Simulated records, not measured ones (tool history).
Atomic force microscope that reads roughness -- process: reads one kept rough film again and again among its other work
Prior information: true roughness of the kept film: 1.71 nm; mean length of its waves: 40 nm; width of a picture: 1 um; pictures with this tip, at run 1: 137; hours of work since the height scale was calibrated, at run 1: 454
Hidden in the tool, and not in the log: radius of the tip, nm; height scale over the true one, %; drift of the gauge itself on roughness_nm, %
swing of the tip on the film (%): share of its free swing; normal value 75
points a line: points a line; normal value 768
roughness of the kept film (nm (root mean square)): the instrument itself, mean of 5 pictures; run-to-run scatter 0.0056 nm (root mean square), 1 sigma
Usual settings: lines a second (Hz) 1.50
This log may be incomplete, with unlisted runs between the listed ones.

run,day,lines a second (Hz),swing of the tip on the film (%),points a line,pictures with this tip,hours of work since the height scale was calibrated,roughness of the kept film (nm (root mean square))
1,0.000,1.50,75,768,137,454,1.515
2,1.962,1.50,75,768,249,490,1.468
# day 2.358: new tip fitted
3,3.583,1.50,75,768,69,519,1.541
4,4.525,1.50,75,768,123,536,1.509
5,5.646,1.50,60,768,187,557,1.565
6,6.821,1.50,60,768,254,578,1.539
# day 7.046: new tip fitted
7,8.567,1.50,75,768,86,610,1.526
8,10.512,1.50,75,768,197,646,1.483
# day 11.775: new tip fitted
9,12.012,1.50,75,768,13,673,1.558
10,13.883,3.24,86,411,120,707,1.263
11,15.217,1.50,75,768,196,731,1.483
12,16.179,2.09,64,768,251,749,1.498
# day 16.462: new tip fitted
13,17.992,1.67,79,745,87,782,1.482
14,19.325,3.52,74,942,163,806,1.370
15,20.400,3.52,74,942,224,826,1.351
# day 21.179: new tip fitted
16,22.154,3.52,74,942,56,858,1.408
17,22.958,2.07,70,572,102,872,1.519

Alternative continuations, all from the tool just after run 17; predict every row:
A,24.667,0.96,79,768,199,904,?
B,24.667,1.26,70,572,199,904,?
C,24.667,2.07,70,572,199,904,?
D,24.667,0.66,68,608,199,904,?

run,roughness of the kept film (nm (root mean square))
A,1.508
B,1.540
C,1.482
D,1.563
Had the tool no hidden state, the same runs would have come out as:
run,roughness of the kept film (nm (root mean square))
A,1.566
B,1.599
C,1.539
D,1.624
